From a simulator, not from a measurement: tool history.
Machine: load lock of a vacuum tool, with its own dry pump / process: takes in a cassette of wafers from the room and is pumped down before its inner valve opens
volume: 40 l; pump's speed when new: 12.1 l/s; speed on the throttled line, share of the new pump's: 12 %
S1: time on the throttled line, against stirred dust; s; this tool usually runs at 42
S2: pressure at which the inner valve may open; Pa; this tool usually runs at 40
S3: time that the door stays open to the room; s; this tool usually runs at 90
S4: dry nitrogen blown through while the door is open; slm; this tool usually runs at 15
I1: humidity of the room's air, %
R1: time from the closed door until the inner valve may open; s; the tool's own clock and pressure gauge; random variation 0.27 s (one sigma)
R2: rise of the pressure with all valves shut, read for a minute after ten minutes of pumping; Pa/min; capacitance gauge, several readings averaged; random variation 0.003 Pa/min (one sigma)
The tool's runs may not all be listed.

Run 1, hour 0: usual settings; I1 45. Result: R1 62.5 s, R2 0.26 Pa/min.
Run 2, hour 239.6: usual settings; I1 41.6. Result: R1 62.7 s, R2 0.271 Pa/min.
Run 3, hour 518.9: usual settings; I1 45.7. Result: R1 63 s, R2 0.281 Pa/min.
Run 4, hour 837: usual settings but S2 29 Pa; I1 46. Result: R1 63.9 s, R2 0.293 Pa/min.
Run 5, hour 1118.6: usual settings; I1 45.2. Result: R1 62.8 s, R2 0.302 Pa/min.
Run 6, hour 1264.9: usual settings; I1 45.7. Result: R1 63.3 s, R2 0.316 Pa/min.
Run 7, hour 1518.1: usual settings; I1 44.5. Result: R1 63.2 s, R2 0.324 Pa/min.
Run 8, hour 1748.2: usual settings; I1 45.8. Result: R1 63.2 s, R2 0.321 Pa/min.
Run 9, hour 1881.7: usual settings; I1 49.3. Result: R1 63.1 s, R2 0.339 Pa/min.
Run 10, hour 2163.7: usual settings; I1 47.8. Result: R1 63.4 s, R2 0.353 Pa/min.
Run 11, hour 2362.6: usual settings; I1 44.9. Result: R1 63.1 s, R2 0.355 Pa/min.
Run 12, hour 2567.6: usual settings; I1 45.2. Result: R1 63.1 s, R2 0.364 Pa/min.
Run 13, hour 2877.5: usual settings; I1 45.1. Result: R1 63.4 s, R2 0.386 Pa/min.
Run 14, hour 3093.2: usual settings but S1 78 s; I1 43.3. Result: R1 94.7 s, R2 0.382 Pa/min.
Run 15, hour 3282.4: usual settings but S1 78 s, S3 237 s; I1 46.4. Result: R1 94.7 s, R2 0.42 Pa/min.
Run 16, hour 3412.7: usual settings but S1 78 s, S2 50 Pa, S3 237 s; I1 45.5. Result: R1 94.5 s, R2 0.428 Pa/min.
Run 17, hour 3731.1: usual settings but S4 5 slm; I1 44.5. Result: R1 63.5 s, R2 0.433 Pa/min.
Run 18, hour 3868.9: usual settings but S1 65 s; I1 49.3. Result: R1 83.8 s, R2 0.414 Pa/min.
Run 19, hour 4137.8: usual settings but S1 65 s; I1 43.9. Result: R1 83.8 s, R2 0.436 Pa/min.
Run 20, hour 4380.5: usual settings but S1 65 s; I1 46.2. Result: R1 83.7 s, R2 0.448 Pa/min.
Run 21, hour 4604.3: usual settings but S1 35 s, S2 53 Pa, S4 16 slm; I1 44.2. Result: R1 56.5 s, R2 0.446 Pa/min.
Run 22, hour 4915.1: usual settings but S1 37 s, S3 36 s; I1 44.8. Result: R1 59.8 s, R2 0.456 Pa/min.
Run 23, hour 5131.7: usual settings but S1 71 s, S2 53 Pa, S3 167 s, S4 7 slm; I1 45.6. Result: R1 88.5 s, R2 0.511 Pa/min.
Run 24, hour 5344.2: usual settings but S1 73 s, S2 65 Pa, S3 49 s, S4 17 slm; I1 47.1. Result: R1 89.3 s, R2 0.479 Pa/min.
Run 25, hour 5581: usual settings but S1 67 s, S3 36 s, S4 4 slm; I1 46.5. Result: R1 85.3 s, R2 0.504 Pa/min.
Run 26, hour 5811.3: usual settings but S3 215 s, S4 31 slm; I1 45.1. Result: R1 64.3 s, R2 0.526 Pa/min.
Run 27, hour 5975.7: usual settings but S1 29 s, S2 56 Pa, S3 93 s, S4 17 slm; I1 42.4. Result: R1 52 s, R2 0.524 Pa/min.
Run 28, hour 6275.7: usual settings but S1 29 s, S2 56 Pa, S3 93 s, S4 17 slm; I1 46.7. Result: R1 51.7 s, R2 0.543 Pa/min.
Run 29, hour 6596.2: usual settings but S1 44 s, S2 37 Pa, S3 93 s, S4 24 slm; I1 41.6. Result: R1 66.2 s, R2 0.545 Pa/min.
Run 30, hour 6782.8: usual settings but S1 24 s, S2 67 Pa, S3 130 s, S4 6 slm; I1 47.7. Result: R1 46.8 s, R2 0.598 Pa/min.
Run 31, hour 7014.6: usual settings but S2 46 Pa, S3 208 s; I1 40.5. Result: R1 63.9 s, R2 0.603 Pa/min.
Run 32, hour 7158.3: usual settings but S2 46 Pa, S3 208 s; I1 43.9. Result: R1 64.2 s, R2 0.619 Pa/min.
Run 33, hour 7367.7: usual settings but S1 79 s, S4 5 slm; I1 42.3. Result: R1 96.3 s, R2 0.61 Pa/min.
Run 34, hour 7681.7: usual settings but S2 32 Pa, S4 13 slm; I1 48.5. Result: R1 65.4 s, R2 0.627 Pa/min.
Run 35, hour 7951.8: usual settings but S1 71 s, S2 42 Pa; I1 44.5. Result: R1 89.8 s, R2 0.635 Pa/min.
Run 36, hour 8217.3: usual settings but S1 45 s, S2 55 Pa; I1 45.7. Result: R1 65.8 s, R2 0.661 Pa/min.
Run 37, hour 8486.5: usual settings but S1 45 s, S2 39 Pa, S3 92 s; I1 45.7. Result: R1 67.6 s, R2 0.68 Pa/min.

Same runs, no hidden state in the tool, same run-to-run variation:
Hidden state at play: pump's speed, % of a new pump's; leak at the door's seal, Pa l/s; drift of the gauge itself on ready_s, %; drift of the gauge itself on rise_pa_min, %.
run    R1     R2
  1  62.6  0.043
  2  62.8  0.045
  3    63  0.043
  4  63.8  0.042
  5  62.7  0.035
  6  63.2  0.044
  7    63   0.04
  8    63  0.036
  9  62.8  0.045
 10  63.1  0.049
 11  62.7  0.043
 12  62.7  0.045
 13  62.9  0.044
 14  94.3  0.041
 15  94.3  0.069
 16  94.1  0.071
 17  62.9  0.057
 18  83.2  0.044
 19  83.2  0.044
 20    83  0.043
 21  55.7  0.041
 22  58.9  0.027
 23  87.7  0.074
 24  88.5  0.031
 25  84.4  0.037
 26  63.2  0.049
 27  50.8  0.037
 28  50.5   0.04
 29  64.9   0.03
 30  45.4  0.066
 31  62.5  0.058
 32  62.7  0.066
 33  95.1  0.048
 34  63.7  0.048
 35  88.5  0.043
 36  64.2  0.047
 37  65.9  0.046
